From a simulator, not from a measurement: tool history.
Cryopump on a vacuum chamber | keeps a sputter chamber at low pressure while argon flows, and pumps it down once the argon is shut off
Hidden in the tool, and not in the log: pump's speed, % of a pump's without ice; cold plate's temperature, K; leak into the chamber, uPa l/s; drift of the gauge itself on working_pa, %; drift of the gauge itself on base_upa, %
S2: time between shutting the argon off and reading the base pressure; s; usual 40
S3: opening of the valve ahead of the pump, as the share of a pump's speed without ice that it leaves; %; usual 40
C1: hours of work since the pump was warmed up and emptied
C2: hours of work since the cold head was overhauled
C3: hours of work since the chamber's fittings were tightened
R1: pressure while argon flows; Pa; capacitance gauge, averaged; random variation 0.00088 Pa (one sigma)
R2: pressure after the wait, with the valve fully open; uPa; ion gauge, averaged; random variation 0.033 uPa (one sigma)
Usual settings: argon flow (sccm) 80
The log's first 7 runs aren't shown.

At hour 217.7: pump warmed up, emptied and cooled again.
Run 8, hour 217.7: usual settings but S3 20 %; C1 0; C2 1651; C3 1057. Result: R1 0.3628 Pa, R2 2.34 uPa.
Run 9, hour 245.8: usual settings but S3 20 %; C1 24; C2 1676; C3 1081. Result: R1 0.3678 Pa, R2 2.26 uPa.
Run 10, hour 289: usual settings but S3 20 %; C1 62; C2 1713; C3 1119. Result: R1 0.3634 Pa, R2 2.39 uPa.
Run 11, hour 319.7: usual settings but argon flow (sccm) 108; C1 89; C2 1740; C3 1146. Result: R1 0.2528 Pa, R2 2.4 uPa.
Run 12, hour 344.7: usual settings but argon flow (sccm) 108; C1 111; C2 1762; C3 1167. Result: R1 0.2542 Pa, R2 2.41 uPa.
Run 13, hour 384.7: usual settings but argon flow (sccm) 47; C1 146; C2 1797; C3 1202. Result: R1 0.1122 Pa, R2 2.43 uPa.
Run 14, hour 425.2: usual settings; C1 181; C2 1832; C3 1238. Result: R1 0.1938 Pa, R2 2.58 uPa.
Run 15, hour 446.5: usual settings; C1 200; C2 1851; C3 1256. Result: R1 0.1923 Pa, R2 2.53 uPa.
Run 16, hour 483.4: usual settings; C1 232; C2 1883; C3 1288. Result: R1 0.1963 Pa, R2 2.6 uPa.
Run 17, hour 504.2: usual settings; C1 250; C2 1901; C3 1307. Result: R1 0.2006 Pa, R2 2.65 uPa.
Run 18, hour 538.2: usual settings but argon flow (sccm) 85, S3 24 %; C1 280; C2 1931; C3 1336. Result: R1 0.3428 Pa, R2 2.64 uPa.
Run 19, hour 580.1: usual settings but argon flow (sccm) 85, S3 24 %; C1 316; C2 1967; C3 1373. Result: R1 0.3449 Pa, R2 2.74 uPa.
Run 20, hour 609.9: usual settings but argon flow (sccm) 99, S2 192 s, S3 36 %; C1 342; C2 1993; C3 1399. Result: R1 0.2797 Pa, R2 1.58 uPa.
Run 21, hour 643.7: usual settings but argon flow (sccm) 42, S3 29 %; C1 372; C2 2023; C3 1428. Result: R1 0.147 Pa, R2 2.81 uPa.
At hour 661.3: pump warmed up, emptied and cooled again.
Run 22, hour 683.1: usual settings but argon flow (sccm) 60, S2 44 s, S3 22 %; C1 19; C2 2053; C3 1458. Result: R1 0.2491 Pa, R2 2.31 uPa.

Run 23 comes next. What will it give?
Run 23, hour 707.1: usual settings but argon flow (sccm) 72, S2 29 s, S3 18 %; C1 40; C2 2074; C3 1479. Result: R1 ?, R2 ?.

R1: 0.3672 Pa
R2: 3.26 uPa
Without the tool's hidden state the same run would have given R1 0.3646 Pa, R2 2.46 uPa.
